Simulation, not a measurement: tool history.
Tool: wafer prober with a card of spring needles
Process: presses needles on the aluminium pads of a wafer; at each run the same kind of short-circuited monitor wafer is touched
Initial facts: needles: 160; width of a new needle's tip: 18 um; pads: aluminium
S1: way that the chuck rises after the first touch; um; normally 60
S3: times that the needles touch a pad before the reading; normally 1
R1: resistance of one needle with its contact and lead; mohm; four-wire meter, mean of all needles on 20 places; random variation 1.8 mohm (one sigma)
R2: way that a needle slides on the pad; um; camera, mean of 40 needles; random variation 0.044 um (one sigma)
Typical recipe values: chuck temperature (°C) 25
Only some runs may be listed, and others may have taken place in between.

{"run": 1, "day": 0.0, "S1": 60, "chuck temperature (°C)": 25, "S3": 1, "R1": 288, "R2": 11.12}
{"day": 0.121, "done": "tips cleaned on abrasive film"}
{"run": 2, "day": 0.454, "S1": 49, "chuck temperature (°C)": 25, "S3": 1, "R1": 359, "R2": 9.05}
{"day": 0.525, "done": "tips cleaned on abrasive film"}
{"run": 3, "day": 0.85, "S1": 49, "chuck temperature (°C)": 73, "S3": 1, "R1": 370, "R2": 9.07}
{"day": 0.921, "done": "tips cleaned on abrasive film"}
{"day": 1.304, "done": "tips cleaned on abrasive film"}
{"run": 4, "day": 1.617, "S1": 49, "chuck temperature (°C)": 73, "S3": 1, "R1": 359, "R2": 9.03}
{"day": 1.712, "done": "tips cleaned on abrasive film"}
{"day": 2.117, "done": "tips cleaned on abrasive film"}
{"run": 5, "day": 2.383, "S1": 49, "chuck temperature (°C)": 73, "S3": 1, "R1": 358, "R2": 8.98}
{"day": 2.512, "done": "tips cleaned on abrasive film"}
{"day": 2.933, "done": "tips cleaned on abrasive film"}
{"run": 6, "day": 3.125, "S1": 70, "chuck temperature (°C)": 73, "S3": 2, "R1": 225, "R2": 12.75}
{"day": 3.354, "done": "tips cleaned on abrasive film"}
{"day": 3.733, "done": "tips cleaned on abrasive film"}
{"run": 7, "day": 3.733, "S1": 45, "chuck temperature (°C)": 115, "S3": 2, "R1": 216, "R2": 8.21}
{"day": 4.142, "done": "tips cleaned on abrasive film"}
{"day": 4.571, "done": "tips cleaned on abrasive film"}
{"run": 8, "day": 4.571, "S1": 45, "chuck temperature (°C)": 115, "S3": 2, "R1": 217, "R2": 8.06}
{"run": 9, "day": 4.942, "S1": 72, "chuck temperature (°C)": 76, "S3": 1, "R1": 277, "R2": 13.12}
{"day": 5.021, "done": "tips cleaned on abrasive film"}
{"day": 5.412, "done": "tips cleaned on abrasive film"}
{"run": 10, "day": 5.688, "S1": 43, "chuck temperature (°C)": 33, "S3": 1, "R1": 421, "R2": 7.75}

How would selected steps in R1 from run to run divide? Give the signed amount a tool lacking its hidden state would still show from settings, what came in and random variation, and the signed amount left for the hidden state, including any gauge scatter that is not in both of the compared results.
Hidden state at play: debris on the tips, nm; way that the needles fall short of the set height, um; tips' diameter, um; drift of the gauge itself on contact_mohm, %; drift of the gauge itself on scrub_um, %.
Run 9 -> 10: S1 72 -> 43, chuck temperature (°C) 76 -> 33, tips cleaned on abrasive film, tips cleaned on abrasive film. R1 +144 mohm: hidden state +143, all else +1.

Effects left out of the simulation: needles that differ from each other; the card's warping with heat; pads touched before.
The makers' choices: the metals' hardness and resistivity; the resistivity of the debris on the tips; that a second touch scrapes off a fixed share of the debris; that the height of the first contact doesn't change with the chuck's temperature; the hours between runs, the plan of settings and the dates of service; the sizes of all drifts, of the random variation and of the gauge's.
